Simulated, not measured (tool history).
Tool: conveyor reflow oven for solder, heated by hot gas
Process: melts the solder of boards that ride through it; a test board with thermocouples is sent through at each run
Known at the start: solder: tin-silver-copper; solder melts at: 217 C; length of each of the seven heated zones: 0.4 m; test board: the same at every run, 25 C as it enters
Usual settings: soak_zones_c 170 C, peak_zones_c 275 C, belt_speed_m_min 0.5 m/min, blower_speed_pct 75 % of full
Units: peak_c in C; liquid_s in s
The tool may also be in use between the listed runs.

run 1 hour=0 | soak_zones_c=170 peak_zones_c=275 belt_speed_m_min=0.5 blower_speed_pct=75 | peak_c=263.6 liquid_s=81.5
run 2 hour=48.6 | soak_zones_c=170 peak_zones_c=275 belt_speed_m_min=0.5 blower_speed_pct=75 | peak_c=263.4 liquid_s=81.1
run 3 hour=100.3 | soak_zones_c=170 peak_zones_c=275 belt_speed_m_min=0.5 blower_speed_pct=75 | peak_c=263.4 liquid_s=81
run 4 hour=190 | soak_zones_c=170 peak_zones_c=275 belt_speed_m_min=0.5 blower_speed_pct=75 | peak_c=262.9 liquid_s=80.6
run 5 hour=287.7 | soak_zones_c=170 peak_zones_c=275 belt_speed_m_min=0.5 blower_speed_pct=75 | peak_c=262.3 liquid_s=80.8
run 6 hour=385.9 | soak_zones_c=170 peak_zones_c=275 belt_speed_m_min=0.5 blower_speed_pct=75 | peak_c=263 liquid_s=80.3
run 7 hour=478.8 | soak_zones_c=170 peak_zones_c=275 belt_speed_m_min=0.5 blower_speed_pct=75 | peak_c=261.5 liquid_s=80.2
run 8 hour=564.5 | soak_zones_c=170 peak_zones_c=275 belt_speed_m_min=0.5 blower_speed_pct=75 | peak_c=261.2 liquid_s=80
-- hour=615.9 flux residue cleaned out of gas plates and filters
run 9 hour=633.8 | soak_zones_c=170 peak_zones_c=275 belt_speed_m_min=0.5 blower_speed_pct=75 | peak_c=258.2 liquid_s=77.7
run 10 hour=703.4 | soak_zones_c=170 peak_zones_c=275 belt_speed_m_min=0.5 blower_speed_pct=75 | peak_c=257.9 liquid_s=77.6
-- hour=800.2 flux residue cleaned out of gas plates and filters, once more
run 11 hour=803.5 | soak_zones_c=170 peak_zones_c=275 belt_speed_m_min=0.466 blower_speed_pct=75 | peak_c=266.7 liquid_s=91.4
run 12 hour=904 | soak_zones_c=170 peak_zones_c=275 belt_speed_m_min=0.485 blower_speed_pct=75 | peak_c=265.8 liquid_s=87.4
run 13 hour=952.5 | soak_zones_c=170 peak_zones_c=275 belt_speed_m_min=0.5 blower_speed_pct=75 | peak_c=264.9 liquid_s=83.6
run 14 hour=996.7 | soak_zones_c=166 peak_zones_c=275 belt_speed_m_min=0.5 blower_speed_pct=75 | peak_c=264.1 liquid_s=81.8
run 15 hour=1062.4 | soak_zones_c=166 peak_zones_c=275 belt_speed_m_min=0.5 blower_speed_pct=75 | peak_c=264.4 liquid_s=81.8
run 16 hour=1160.3 | soak_zones_c=166 peak_zones_c=275 belt_speed_m_min=0.419 blower_speed_pct=66 | peak_c=266.8 liquid_s=99.6
run 17 hour=1228.7 | soak_zones_c=162 peak_zones_c=275 belt_speed_m_min=0.532 blower_speed_pct=66 | peak_c=258.6 liquid_s=70.8
run 18 hour=1305.8 | soak_zones_c=183 peak_zones_c=270 belt_speed_m_min=0.571 blower_speed_pct=63 | peak_c=255 liquid_s=70.3
run 19 hour=1347.1 | soak_zones_c=179 peak_zones_c=276 belt_speed_m_min=0.402 blower_speed_pct=89 | peak_c=272.4 liquid_s=114.9
run 20 hour=1439.1 | soak_zones_c=179 peak_zones_c=276 belt_speed_m_min=0.402 blower_speed_pct=89 | peak_c=272.1 liquid_s=115.2
-- hour=1486 flux residue cleaned out of gas plates and filters
-- hour=1528.7 belt drive overhauled, speed set with a stopwatch
run 21 hour=1548.2 | soak_zones_c=179 peak_zones_c=276 belt_speed_m_min=0.402 blower_speed_pct=89 | peak_c=274.1 liquid_s=110.7
-- hour=1608.7 thermocouples of zones 6 and 7 changed
run 22 hour=1647.5 | soak_zones_c=179 peak_zones_c=276 belt_speed_m_min=0.402 blower_speed_pct=89 | peak_c=270 liquid_s=109.9
run 23 hour=1707.9 | soak_zones_c=170 peak_zones_c=276 belt_speed_m_min=0.402 blower_speed_pct=89 | peak_c=270.4 liquid_s=106.4
run 24 hour=1749.2 | soak_zones_c=170 peak_zones_c=276 belt_speed_m_min=0.402 blower_speed_pct=89 | peak_c=269.4 liquid_s=107
run 25 hour=1845.4 | soak_zones_c=182 peak_zones_c=278 belt_speed_m_min=0.527 blower_speed_pct=87 | peak_c=266.3 liquid_s=82.3
run 26 hour=1924.2 | soak_zones_c=182 peak_zones_c=278 belt_speed_m_min=0.456 blower_speed_pct=87 | peak_c=268.8 liquid_s=97.3
run 27 hour=2014 | soak_zones_c=182 peak_zones_c=278 belt_speed_m_min=0.456 blower_speed_pct=87 | peak_c=269.1 liquid_s=97.3
run 28 hour=2096.3 | soak_zones_c=172 peak_zones_c=271 belt_speed_m_min=0.481 blower_speed_pct=75 | peak_c=258.1 liquid_s=80.9
-- hour=2174.9 flux residue cleaned out of gas plates and filters
run 29 hour=2174.9 | soak_zones_c=170 peak_zones_c=279 belt_speed_m_min=0.448 blower_speed_pct=75 | peak_c=270.5 liquid_s=95.4

The same runs without the tool's hidden state, with the same run-to-run variation:
The hidden state here: heat that the gas passes to the board, % of a clean oven's; belt's true speed, % of the reading; true gas temperature in zones 6 and 7 over the reading, C; drift of the gauge itself on peak_c, C; drift of the gauge itself on liquid_s, %.
run=1 peak_c=263.9 liquid_s=80.4
run=2 peak_c=263.9 liquid_s=80.2
run=3 peak_c=264 liquid_s=80.1
run=4 peak_c=263.8 liquid_s=80
run=5 peak_c=263.6 liquid_s=80.3
run=6 peak_c=264.6 liquid_s=80.1
run=7 peak_c=263.4 liquid_s=80.3
run=8 peak_c=263.4 liquid_s=80.2
run=9 peak_c=263.2 liquid_s=80.6
run=10 peak_c=263.2 liquid_s=80.8
run=11 peak_c=265 liquid_s=87.7
run=12 peak_c=264.4 liquid_s=83.9
run=13 peak_c=263.5 liquid_s=80.3
run=14 peak_c=262.9 liquid_s=78.6
run=15 peak_c=263.5 liquid_s=78.8
run=16 peak_c=265.9 liquid_s=95.8
run=17 peak_c=258.4 liquid_s=68.6
run=18 peak_c=254.8 liquid_s=68.1
run=19 peak_c=271.7 liquid_s=110.7
run=20 peak_c=271.5 liquid_s=110.9
run=21 peak_c=272 liquid_s=109.9
run=22 peak_c=271.2 liquid_s=110.6
run=23 peak_c=271.8 liquid_s=107.3
run=24 peak_c=270.9 liquid_s=107.9
run=25 peak_c=268.6 liquid_s=83.3
run=26 peak_c=270.8 liquid_s=98
run=27 peak_c=271.4 liquid_s=98
run=28 peak_c=261 liquid_s=83.2
run=29 peak_c=269.9 liquid_s=94.2

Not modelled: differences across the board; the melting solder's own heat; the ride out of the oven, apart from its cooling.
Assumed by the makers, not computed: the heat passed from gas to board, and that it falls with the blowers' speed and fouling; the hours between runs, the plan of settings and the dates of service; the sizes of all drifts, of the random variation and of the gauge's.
